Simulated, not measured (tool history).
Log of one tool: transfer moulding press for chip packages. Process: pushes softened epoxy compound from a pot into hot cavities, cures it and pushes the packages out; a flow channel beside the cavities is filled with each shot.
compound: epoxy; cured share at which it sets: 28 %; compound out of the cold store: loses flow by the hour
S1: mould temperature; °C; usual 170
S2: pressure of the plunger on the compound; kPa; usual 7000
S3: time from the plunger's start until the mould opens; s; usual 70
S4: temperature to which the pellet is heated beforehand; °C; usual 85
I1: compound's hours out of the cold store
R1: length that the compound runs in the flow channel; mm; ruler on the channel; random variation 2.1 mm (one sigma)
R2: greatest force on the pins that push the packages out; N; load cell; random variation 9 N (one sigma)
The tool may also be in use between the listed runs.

run 1 hour=0 | S1=170 S2=7000 S3=70 S4=85 | I1=31.7 | R1=833 R2=575
-- hour=11 cavities cleaned with cleaning compound and waxed
run 2 hour=39.8 | S1=170 S2=7000 S3=70 S4=85 | I1=32.7 | R1=821 R2=550
run 3 hour=55.6 | S1=170 S2=7000 S3=70 S4=84 | I1=15.4 | R1=890 R2=603
-- hour=73.7 cavities cleaned with cleaning compound and waxed
run 4 hour=78.3 | S1=170 S2=7000 S3=70 S4=84 | I1=19.4 | R1=874 R2=477
run 5 hour=114.5 | S1=170 S2=7000 S3=94 S4=84 | I1=36.9 | R1=800 R2=456
run 6 hour=131.2 | S1=170 S2=7000 S3=94 S4=84 | I1=35.8 | R1=803 R2=475
-- hour=136.2 plunger's sealing rings changed
-- hour=139.7 cavities cleaned with cleaning compound and waxed
run 7 hour=173 | S1=170 S2=7000 S3=94 S4=84 | I1=44.1 | R1=791 R2=439
run 8 hour=194.2 | S1=170 S2=7000 S3=70 S4=85 | I1=45.5 | R1=781 R2=580
-- hour=203.8 cavities cleaned with cleaning compound and waxed
run 9 hour=224.6 | S1=170 S2=7000 S3=70 S4=85 | I1=28 | R1=853 R2=521
run 10 hour=251.1 | S1=170 S2=7000 S3=70 S4=85 | I1=42.7 | R1=792 R2=593
-- hour=266.5 cavities cleaned with cleaning compound and waxed
run 11 hour=269.6 | S1=170 S2=7000 S3=70 S4=85 | I1=46.4 | R1=770 R2=440
run 12 hour=297.9 | S1=170 S2=7000 S3=70 S4=85 | I1=37.4 | R1=806 R2=541
-- hour=329.5 cavities cleaned with cleaning compound and waxed
run 13 hour=331 | S1=170 S2=7000 S3=70 S4=85 | I1=26.1 | R1=850 R2=449
run 14 hour=350.8 | S1=170 S2=7000 S3=70 S4=85 | I1=18.7 | R1=881 R2=540
run 15 hour=381.6 | S1=170 S2=7000 S3=70 S4=85 | I1=11.4 | R1=908 R2=595
-- hour=385.8 mould's thermocouples calibrated
-- hour=395.2 cavities cleaned with cleaning compound and waxed
run 16 hour=419.4 | S1=171 S2=8110 S3=63 S4=89 | I1=46.9 | R1=815 R2=623
-- hour=425.1 plunger's sealing rings changed
run 17 hour=439.3 | S1=170 S2=8260 S3=110 S4=94 | I1=43.1 | R1=869 R2=442
-- hour=462.4 cavities cleaned with cleaning compound and waxed
run 18 hour=469.5 | S1=164 S2=6100 S3=107 S4=85 | I1=27.8 | R1=814 R2=389
run 19 hour=508 | S1=164 S2=6100 S3=107 S4=85 | I1=9.6 | R1=887 R2=478
-- hour=525.4 cavities cleaned with cleaning compound and waxed
run 20 hour=537.9 | S1=174 S2=6480 S3=57 S4=86 | I1=38 | R1=773 R2=604
run 21 hour=568.3 | S1=174 S2=6770 S3=101 S4=86 | I1=29.6 | R1=822 R2=434
-- hour=589.7 mould's thermocouples calibrated, once more
-- hour=591.2 cavities cleaned with cleaning compound and waxed
run 22 hour=608.8 | S1=166 S2=5630 S3=88 S4=80 | I1=40.3 | R1=715 R2=420
run 23 hour=641.4 | S1=171 S2=5400 S3=63 S4=87 | I1=13.4 | R1=789 R2=642
-- hour=654.4 cavities cleaned with cleaning compound and waxed
run 24 hour=669.4 | S1=171 S2=5400 S3=64 S4=87 | I1=25.2 | R1=742 R2=545
run 25 hour=692 | S1=177 S2=5620 S3=64 S4=79 | I1=47.4 | R1=667 R2=478
-- hour=713.1 plunger's sealing rings changed
run 26 hour=716.2 | S1=177 S2=5620 S3=64 S4=79 | I1=42.5 | R1=707 R2=495
-- hour=720.1 cavities cleaned with cleaning compound and waxed
run 27 hour=748.4 | S1=170 S2=7000 S3=70 S4=95 | I1=31.7 | R1=836 R2=506
-- hour=785.4 cavities cleaned with cleaning compound and waxed
run 28 hour=786 | S1=170 S2=7000 S3=70 S4=92 | I1=29.1 | R1=846 R2=416
run 29 hour=812.5 | S1=169 S2=7200 S3=70 S4=92 | I1=33.1 | R1=842 R2=520

3 ways to go on from here, each from the tool as it stands after run 29. What would each give?
run A hour=845 | S1=170 S2=7000 S3=61 S4=85 | I1=9 | R1=? R2=?
run B hour=845 | S1=166 S2=7220 S3=70 S4=92 | I1=33.5 | R1=? R2=?
run C hour=845 | S1=169 S2=6660 S3=67 S4=89 | I1=37.1 | R1=? R2=?

run=A R1=933 R2=824
run=B R1=840 R2=678
run=C R1=787 R2=622
Without the tool's hidden state the same runs would have given:
run=A R1=949 R2=581
run=B R1=855 R2=478
run=C R1=801 R2=441

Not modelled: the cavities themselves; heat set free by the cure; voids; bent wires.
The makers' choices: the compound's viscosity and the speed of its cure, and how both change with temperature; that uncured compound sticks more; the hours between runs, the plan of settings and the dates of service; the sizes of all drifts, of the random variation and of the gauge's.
